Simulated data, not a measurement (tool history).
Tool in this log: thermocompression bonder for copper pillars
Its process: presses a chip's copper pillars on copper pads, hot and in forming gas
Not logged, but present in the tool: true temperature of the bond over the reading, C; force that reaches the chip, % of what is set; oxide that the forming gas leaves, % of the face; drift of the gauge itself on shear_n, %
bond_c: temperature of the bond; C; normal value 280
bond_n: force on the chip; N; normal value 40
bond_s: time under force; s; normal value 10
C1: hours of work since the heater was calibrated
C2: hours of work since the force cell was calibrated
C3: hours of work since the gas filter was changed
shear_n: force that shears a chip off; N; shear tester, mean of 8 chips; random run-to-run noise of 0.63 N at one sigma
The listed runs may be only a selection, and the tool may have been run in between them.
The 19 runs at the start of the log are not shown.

run 20 hour=581.4 | bond_c=280 bond_n=26 bond_s=10 | C1=685 C2=872 C3=243 | shear_n=60.6
-- hour=586.8 force cell calibrated
run 21 hour=612.7 | bond_c=280 bond_n=40 bond_s=6 | C1=705 C2=18 C3=263 | shear_n=68.2
run 22 hour=634.5 | bond_c=256 bond_n=40 bond_s=8 | C1=720 C2=32 C3=278 | shear_n=51.7
run 23 hour=662.6 | bond_c=261 bond_n=36 bond_s=28 | C1=739 C2=51 C3=297 | shear_n=80.5
run 24 hour=704.4 | bond_c=302 bond_n=43 bond_s=20 | C1=767 C2=80 C3=325 | shear_n=117.6
-- hour=731.7 force cell calibrated, once more
run 25 hour=742.7 | bond_c=267 bond_n=29 bond_s=16 | C1=792 C2=7 C3=350 | shear_n=64.5
-- hour=757.6 forming gas filter changed
run 26 hour=771.5 | bond_c=289 bond_n=40 bond_s=13 | C1=811 C2=27 C3=9 | shear_n=102.9
run 27 hour=795.3 | bond_c=284 bond_n=40 bond_s=13 | C1=827 C2=43 C3=26 | shear_n=97.7
run 28 hour=816.7 | bond_c=274 bond_n=49 bond_s=30 | C1=842 C2=57 C3=40 | shear_n=118.7
run 29 hour=852.3 | bond_c=274 bond_n=49 bond_s=30 | C1=866 C2=81 C3=64 | shear_n=117.6
run 30 hour=873.5 | bond_c=274 bond_n=35 bond_s=13 | C1=880 C2=96 C3=79 | shear_n=80
-- hour=897.8 heater calibrated with a thermocouple chip
run 31 hour=903.1 | bond_c=280 bond_n=27 bond_s=8 | C1=4 C2=114 C3=97 | shear_n=55.2
run 32 hour=926.2 | bond_c=299 bond_n=28 bond_s=12 | C1=19 C2=130 C3=113 | shear_n=84.4
run 33 hour=946 | bond_c=270 bond_n=57 bond_s=6 | C1=33 C2=144 C3=126 | shear_n=72.8
run 34 hour=981.4 | bond_c=276 bond_n=57 bond_s=6 | C1=57 C2=167 C3=150 | shear_n=80.1
run 35 hour=1003.9 | bond_c=276 bond_n=57 bond_s=6 | C1=72 C2=183 C3=166 | shear_n=78.5
run 36 hour=1030.2 | bond_c=252 bond_n=52 bond_s=12 | C1=90 C2=201 C3=183 | shear_n=64.6
run 37 hour=1048.6 | bond_c=252 bond_n=52 bond_s=12 | C1=102 C2=213 C3=196 | shear_n=65.2
run 38 hour=1078.4 | bond_c=275 bond_n=29 bond_s=21 | C1=122 C2=233 C3=216 | shear_n=75.8
run 39 hour=1121.1 | bond_c=280 bond_n=29 bond_s=14 | C1=151 C2=262 C3=245 | shear_n=69.9
run 40 hour=1141.1 | bond_c=300 bond_n=29 bond_s=14 | C1=165 C2=276 C3=259 | shear_n=90.2
run 41 hour=1181.2 | bond_c=278 bond_n=34 bond_s=8 | C1=192 C2=303 C3=286 | shear_n=61.6

Consider 3 possible next runs. They are alternatives, not a sequence: every one starts from the tool as it was left by run 41. What does each give?
run A hour=1204 | bond_c=278 bond_n=34 bond_s=13 | C1=208 C2=318 C3=301 | shear_n=?
run B hour=1204 | bond_c=278 bond_n=25 bond_s=13 | C1=208 C2=318 C3=301 | shear_n=?
run C hour=1204 | bond_c=280 bond_n=40 bond_s=6 | C1=208 C2=318 C3=301 | shear_n=?

run=A shear_n=75.1
run=B shear_n=59.6
run=C shear_n=65.3
Stripped of hidden state, with their random variation kept, the same runs would have yielded:
run=A shear_n=77.4
run=B shear_n=61.3
run=C shear_n=67.2
